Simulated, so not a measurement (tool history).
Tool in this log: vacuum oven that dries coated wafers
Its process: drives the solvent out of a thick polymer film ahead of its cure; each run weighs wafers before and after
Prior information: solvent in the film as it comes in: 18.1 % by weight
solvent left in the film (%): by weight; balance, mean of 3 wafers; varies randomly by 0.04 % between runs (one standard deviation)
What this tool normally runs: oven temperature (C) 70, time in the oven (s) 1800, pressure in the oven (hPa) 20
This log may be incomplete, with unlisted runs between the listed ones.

run,day,oven temperature (C),time in the oven (s),pressure in the oven (hPa),solvent left in the film (%)
1,0,70,1800,20,1.8
2,4.488,70,1380,20,2.71
3,8.112,70,1380,20,2.72
4,11.942,70,1380,20,2.68
5,16.117,70,1380,20,2.69
6,19.004,83,1800,20,0.45
# day 21.142: oven's thermocouples calibrated
7,23.425,83,1800,20,0.5
8,26.946,70,1140,20,4.32
9,31.617,70,1800,37.7,2.9
10,34.371,70,1800,37.7,2.83
11,37.433,81,1800,20,0.55
# day 37.771: vacuum gauge cleaned of residue and calibrated
12,41.688,56,1020,13.1,10.28
13,46.092,62,2220,10.3,4
14,50.004,62,2220,24.3,4.49
15,54.65,62,1680,24.3,5.8
# day 54.954: vacuum gauge cleaned of residue and calibrated, once more
16,59.379,62,1680,24.3,5.59
17,64.188,80,1140,20,1.13

Run 18 has not been measured yet. What should we expect?
18,66.429,81,1440,37.5,?

solvent left in the film (%): 0.93
The same run, on a tool lacking any hidden state, would have yielded solvent left in the film (%) 0.98.
